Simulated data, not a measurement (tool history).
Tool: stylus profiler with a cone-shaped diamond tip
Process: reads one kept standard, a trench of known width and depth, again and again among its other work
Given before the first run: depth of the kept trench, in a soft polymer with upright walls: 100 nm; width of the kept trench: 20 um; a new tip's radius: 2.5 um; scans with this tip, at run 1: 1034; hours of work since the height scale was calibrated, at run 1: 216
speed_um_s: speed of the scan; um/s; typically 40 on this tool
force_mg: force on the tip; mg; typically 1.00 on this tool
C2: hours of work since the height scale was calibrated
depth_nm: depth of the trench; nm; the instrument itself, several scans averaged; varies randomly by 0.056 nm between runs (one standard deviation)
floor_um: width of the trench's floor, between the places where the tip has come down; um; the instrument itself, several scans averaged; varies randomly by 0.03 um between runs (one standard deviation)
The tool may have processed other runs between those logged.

{"run": 1, "hour": 0.0, "speed_um_s": 40, "force_mg": 1.0, "scans with this tip": 1034, "C2": 216, "depth_nm": 100.81, "floor_um": 18.25}
{"run": 2, "hour": 26.4, "speed_um_s": 40, "force_mg": 1.0, "scans with this tip": 1133, "C2": 236, "depth_nm": 100.8, "floor_um": 18.23}
{"run": 3, "hour": 47.9, "speed_um_s": 40, "force_mg": 0.86, "scans with this tip": 1213, "C2": 253, "depth_nm": 100.71, "floor_um": 18.22}
{"run": 4, "hour": 67.8, "speed_um_s": 40, "force_mg": 1.0, "scans with this tip": 1288, "C2": 269, "depth_nm": 100.78, "floor_um": 18.29}
{"run": 5, "hour": 96.1, "speed_um_s": 40, "force_mg": 1.0, "scans with this tip": 1394, "C2": 291, "depth_nm": 100.73, "floor_um": 18.28}
{"run": 6, "hour": 111.1, "speed_um_s": 40, "force_mg": 1.0, "scans with this tip": 1450, "C2": 302, "depth_nm": 100.69, "floor_um": 18.24}
{"run": 7, "hour": 134.3, "speed_um_s": 40, "force_mg": 1.0, "scans with this tip": 1537, "C2": 320, "depth_nm": 100.77, "floor_um": 18.24}
{"run": 8, "hour": 164.2, "speed_um_s": 40, "force_mg": 0.38, "scans with this tip": 1648, "C2": 344, "depth_nm": 100.38, "floor_um": 18.05}
{"run": 9, "hour": 187.9, "speed_um_s": 158, "force_mg": 1.0, "scans with this tip": 1737, "C2": 362, "depth_nm": 100.64, "floor_um": 17.39}
{"run": 10, "hour": 201.3, "speed_um_s": 158, "force_mg": 1.0, "scans with this tip": 1787, "C2": 373, "depth_nm": 100.72, "floor_um": 17.38}
{"run": 11, "hour": 230.0, "speed_um_s": 40, "force_mg": 0.78, "scans with this tip": 1895, "C2": 395, "depth_nm": 100.48, "floor_um": 18.2}
{"run": 12, "hour": 259.2, "speed_um_s": 117, "force_mg": 0.35, "scans with this tip": 2004, "C2": 418, "depth_nm": 100.35, "floor_um": 17.02}
{"run": 13, "hour": 289.9, "speed_um_s": 85, "force_mg": 1.48, "scans with this tip": 2119, "C2": 442, "depth_nm": 101.03, "floor_um": 17.98}
{"run": 14, "hour": 305.5, "speed_um_s": 17, "force_mg": 0.67, "scans with this tip": 2177, "C2": 454, "depth_nm": 100.55, "floor_um": 18.33}
{"run": 15, "hour": 320.4, "speed_um_s": 84, "force_mg": 2.77, "scans with this tip": 2233, "C2": 466, "depth_nm": 101.57, "floor_um": 18.14}
{"run": 16, "hour": 346.2, "speed_um_s": 15, "force_mg": 0.79, "scans with this tip": 2330, "C2": 486, "depth_nm": 100.52, "floor_um": 18.39}
{"run": 17, "hour": 376.6, "speed_um_s": 100, "force_mg": 2.4, "scans with this tip": 2444, "C2": 510, "depth_nm": 101.34, "floor_um": 17.99}
{"run": 18, "hour": 401.5, "speed_um_s": 69, "force_mg": 2.4, "scans with this tip": 2537, "C2": 529, "depth_nm": 101.32, "floor_um": 18.13}
{"run": 19, "hour": 421.0, "speed_um_s": 80, "force_mg": 0.6, "scans with this tip": 2610, "C2": 544, "depth_nm": 100.44, "floor_um": 17.76}
{"run": 20, "hour": 438.3, "speed_um_s": 41, "force_mg": 2.89, "scans with this tip": 2675, "C2": 558, "depth_nm": 101.58, "floor_um": 18.29}
{"run": 21, "hour": 455.0, "speed_um_s": 41, "force_mg": 2.89, "scans with this tip": 2737, "C2": 571, "depth_nm": 101.43, "floor_um": 18.27}

Predict each of these 4 candidate next runs independently; none follows another, all start after run 21:
{"run": "A", "hour": 479.9, "speed_um_s": 11, "force_mg": 1.33, "scans with this tip": 2830, "C2": 590, "depth_nm": "?", "floor_um": "?"}
{"run": "B", "hour": 479.9, "speed_um_s": 52, "force_mg": 1.0, "scans with this tip": 2830, "C2": 590, "depth_nm": "?", "floor_um": "?"}
{"run": "C", "hour": 479.9, "speed_um_s": 71, "force_mg": 1.74, "scans with this tip": 2830, "C2": 590, "depth_nm": "?", "floor_um": "?"}
{"run": "D", "hour": 479.9, "speed_um_s": 40, "force_mg": 2.89, "scans with this tip": 2830, "C2": 590, "depth_nm": "?", "floor_um": "?"}

run=A depth_nm=100.85 floor_um=18.40
run=B depth_nm=100.75 floor_um=18.06
run=C depth_nm=101.03 floor_um=18.10
run=D depth_nm=101.42 floor_um=18.34
Stripped of hidden state, with their random variation kept, the same runs would have yielded:
run=A depth_nm=100.96 floor_um=18.52
run=B depth_nm=100.85 floor_um=18.18
run=C depth_nm=101.14 floor_um=18.22
run=D depth_nm=101.52 floor_um=18.45
